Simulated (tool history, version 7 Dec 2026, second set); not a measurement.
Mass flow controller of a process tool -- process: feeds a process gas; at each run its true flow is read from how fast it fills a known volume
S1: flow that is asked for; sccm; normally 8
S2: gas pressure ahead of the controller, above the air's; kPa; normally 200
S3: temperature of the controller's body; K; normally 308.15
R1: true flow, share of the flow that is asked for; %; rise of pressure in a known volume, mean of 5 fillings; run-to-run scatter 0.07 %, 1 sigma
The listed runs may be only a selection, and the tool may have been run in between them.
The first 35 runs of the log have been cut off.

run,hour,S1,S2,S3,R1
36,12078.3,4,193,301.15,95.32
37,12512,3,151,294.15,94.39
# hour 12660.6: controller exchanged for a calibrated one
38,12827.4,5,252,309.15,98.13
39,13153.3,4,167,296.15,97.16
40,13365.4,3,167,311.15,98.11
41,13674.3,8,200,300.15,98
42,13904.9,8,200,300.15,98.01
43,14198.1,8,276,300.15,97.55
44,14512.1,9,200,308.15,98.65
45,14952.2,9,200,308.15,98.61
46,15357.8,4,242,299.15,96.4
47,15833.2,2,242,299.15,95
48,16093.2,2,182,299.15,94.98
49,16384.5,2,199,308.15,95.63

Consider 3 possible next runs. They are alternatives, not a sequence: every one starts from the tool as it was left by run 49. What does each give?
A,16609.3,15,153,294.15,?
B,16609.3,3,229,308.15,?
C,16609.3,7,171,295.15,?

run,R1
A,98.25
B,96.17
C,96.74
Stripped of hidden state, with their random variation kept, the same runs would have yielded:
run,R1
A,99.08
B,98.21
C,97.91

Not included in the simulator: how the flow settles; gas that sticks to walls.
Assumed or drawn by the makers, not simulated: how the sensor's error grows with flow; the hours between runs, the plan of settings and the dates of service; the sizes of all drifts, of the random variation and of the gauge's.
